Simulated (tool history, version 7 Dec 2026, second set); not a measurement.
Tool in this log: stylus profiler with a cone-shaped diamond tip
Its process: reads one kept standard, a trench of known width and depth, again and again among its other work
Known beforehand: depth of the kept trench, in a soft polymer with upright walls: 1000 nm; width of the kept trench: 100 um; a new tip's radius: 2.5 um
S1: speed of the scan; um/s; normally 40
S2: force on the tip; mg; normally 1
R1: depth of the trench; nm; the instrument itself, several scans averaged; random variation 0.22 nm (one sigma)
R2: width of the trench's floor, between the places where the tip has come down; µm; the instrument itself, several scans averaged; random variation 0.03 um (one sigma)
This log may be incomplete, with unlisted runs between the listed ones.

run	hour	S1	S2	R1	R2
1	0	40	1	1006.59	95.39
2	19.9	40	1	1006.2	95.38
3	39.2	40	1	1006.45	95.38
4	54.3	40	1.83	1009.78	95.37
# hour 56.6: height scale calibrated on a step standard
5	65.6	40	1.83	1009.14	95.35
6	83.9	40	1.83	1009.48	95.44
7	99.8	83	1.13	1006.2	95.04
8	118.8	110	1.86	1009.68	95.02
9	136.8	110	1.86	1009.34	95.02

Predict the results of run 10:
10	147.9	49	2.9	?	?

For run 10 the tool returned R1 1013.28 nm, R2 95.35 µm.
Without the tool's hidden state the same run would have given R1 1014.93 nm, R2 95.83 µm.
